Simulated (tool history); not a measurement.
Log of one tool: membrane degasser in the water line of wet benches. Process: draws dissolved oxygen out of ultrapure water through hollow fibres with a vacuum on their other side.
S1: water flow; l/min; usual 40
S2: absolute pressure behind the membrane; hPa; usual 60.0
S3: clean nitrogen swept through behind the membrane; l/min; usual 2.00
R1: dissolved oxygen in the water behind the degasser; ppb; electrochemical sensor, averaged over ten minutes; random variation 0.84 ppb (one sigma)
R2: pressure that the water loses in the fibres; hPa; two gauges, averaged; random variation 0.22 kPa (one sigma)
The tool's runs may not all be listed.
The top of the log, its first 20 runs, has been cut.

{"run": 21, "hour": 763.8, "S1": 62, "S2": 88.3, "S3": 3.94, "R1": 239.4, "R2": 888.0}
{"run": 22, "hour": 808.7, "S1": 62, "S2": 88.3, "S3": 3.94, "R1": 240.5, "R2": 892.7}
{"run": 23, "hour": 842.5, "S1": 61, "S2": 88.3, "S3": 2.35, "R1": 344.8, "R2": 877.5}
{"run": 24, "hour": 883.5, "S1": 61, "S2": 88.3, "S3": 2.35, "R1": 349.5, "R2": 875.4}
{"run": 25, "hour": 930.2, "S1": 61, "S2": 68.9, "S3": 4.57, "R1": 153.3, "R2": 872.9}
{"run": 26, "hour": 962.4, "S1": 61, "S2": 97.0, "S3": 0.82, "R1": 812.2, "R2": 877.2}
{"run": 27, "hour": 1007.7, "S1": 29, "S2": 114.9, "S3": 2.0, "R1": 272.5, "R2": 414.9}
{"run": 28, "hour": 1046.3, "S1": 29, "S2": 114.9, "S3": 2.0, "R1": 270.0, "R2": 411.5}
{"run": 29, "hour": 1085.7, "S1": 29, "S2": 75.8, "S3": 2.0, "R1": 144.5, "R2": 415.7}
{"run": 30, "hour": 1120.7, "S1": 29, "S2": 75.8, "S3": 2.0, "R1": 145.8, "R2": 414.5}
{"run": 31, "hour": 1149.0, "S1": 40, "S2": 139.8, "S3": 2.0, "R1": 466.7, "R2": 571.3}

Branching from run 31: 5 alternative next runs. What would each branch give?
{"run": "A", "hour": 1198.2, "S1": 40, "S2": 108.6, "S3": 4.11, "R1": "?", "R2": "?"}
{"run": "B", "hour": 1198.2, "S1": 34, "S2": 139.8, "S3": 2.0, "R1": "?", "R2": "?"}
{"run": "C", "hour": 1198.2, "S1": 58, "S2": 91.2, "S3": 1.94, "R1": "?", "R2": "?"}
{"run": "D", "hour": 1198.2, "S1": 52, "S2": 39.5, "S3": 2.0, "R1": "?", "R2": "?"}
{"run": "E", "hour": 1198.2, "S1": 40, "S2": 41.2, "S3": 4.49, "R1": "?", "R2": "?"}

run=A R1=181.0 R2=571.6
run=B R1=402.7 R2=487.5
run=C R1=399.0 R2=832.6
run=D R1=65.0 R2=743.7
run=E R1=27.0 R2=570.4
The same runs, with their run-to-run variation unchanged, on a tool lacking any hidden condition would have given:
run=A R1=180.9 R2=571.4
run=B R1=402.6 R2=487.4
run=C R1=399.0 R2=832.4
run=D R1=64.9 R2=743.6
run=E R1=27.0 R2=570.2
